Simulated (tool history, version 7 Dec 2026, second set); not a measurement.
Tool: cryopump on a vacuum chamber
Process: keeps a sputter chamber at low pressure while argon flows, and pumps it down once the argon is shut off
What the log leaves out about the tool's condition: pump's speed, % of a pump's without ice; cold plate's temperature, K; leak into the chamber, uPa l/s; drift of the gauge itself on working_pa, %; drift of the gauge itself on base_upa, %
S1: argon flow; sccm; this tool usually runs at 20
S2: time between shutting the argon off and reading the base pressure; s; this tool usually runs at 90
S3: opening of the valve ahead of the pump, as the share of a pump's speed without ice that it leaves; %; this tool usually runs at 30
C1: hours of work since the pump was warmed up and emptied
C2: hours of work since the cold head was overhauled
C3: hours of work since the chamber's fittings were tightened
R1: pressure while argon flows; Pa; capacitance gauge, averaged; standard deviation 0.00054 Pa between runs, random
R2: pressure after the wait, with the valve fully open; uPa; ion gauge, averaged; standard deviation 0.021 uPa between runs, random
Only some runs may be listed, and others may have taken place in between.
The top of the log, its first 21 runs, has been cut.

run 22 hour=485.1 | S1=17 S2=33 S3=19 | C1=272 C2=713 C3=2303 | R1=0.0718 R2=1.59
run 23 hour=505.0 | S1=20 S2=90 S3=55 | C1=287 C2=729 C3=2318 | R1=0.0321 R2=1.07
run 24 hour=521.8 | S1=20 S2=90 S3=55 | C1=300 C2=742 C3=2332 | R1=0.0328 R2=1.02
run 25 hour=535.5 | S1=9 S2=175 S3=23 | C1=311 C2=752 C3=2342 | R1=0.0322 R2=0.89
run 26 hour=563.1 | S1=14 S2=31 S3=16 | C1=333 C2=774 C3=2364 | R1=0.0724 R2=1.80
run 27 hour=583.4 | S1=13 S2=157 S3=23 | C1=349 C2=790 C3=2380 | R1=0.0464 R2=0.93
run 28 hour=612.7 | S1=23 S2=20 S3=30 | C1=372 C2=813 C3=2403 | R1=0.0666 R2=2.27
run 29 hour=635.3 | S1=23 S2=20 S3=30 | C1=389 C2=831 C3=2421 | R1=0.0671 R2=2.30
run 30 hour=659.2 | S1=23 S2=20 S3=30 | C1=408 C2=849 C3=2439 | R1=0.0673 R2=2.34
run 31 hour=689.1 | S1=28 S2=26 S3=24 | C1=432 C2=873 C3=2463 | R1=0.1011 R2=2.08
-- hour=706.4 pump warmed up, emptied and cooled again
run 32 hour=717.9 | S1=28 S2=26 S3=24 | C1=9 C2=892 C3=2481 | R1=0.0904 R2=1.75
run 33 hour=747.6 | S1=18 S2=95 S3=30 | C1=32 C2=915 C3=2505 | R1=0.0469 R2=0.88
run 34 hour=771.9 | S1=11 S2=176 S3=24 | C1=51 C2=934 C3=2524 | R1=0.0354 R2=0.77
run 35 hour=803.4 | S1=11 S2=176 S3=24 | C1=76 C2=959 C3=2548 | R1=0.0357 R2=0.80

3 options for the next run, each taken on its own from the tool as it stands now. Forecast them:
run A hour=821.8 | S1=11 S2=170 S3=21 | C1=91 C2=973 C3=2563 | R1=? R2=?
run B hour=821.8 | S1=22 S2=90 S3=34 | C1=91 C2=973 C3=2563 | R1=? R2=?
run C hour=821.8 | S1=11 S2=47 S3=26 | C1=91 C2=973 C3=2563 | R1=? R2=?

run=A R1=0.0417 R2=0.79
run=B R1=0.0524 R2=0.93
run=C R1=0.0334 R2=1.33
With no hidden state in the tool, these same runs would have given:
run=A R1=0.0410 R2=0.31
run=B R1=0.0508 R2=0.45
run=C R1=0.0326 R2=0.84
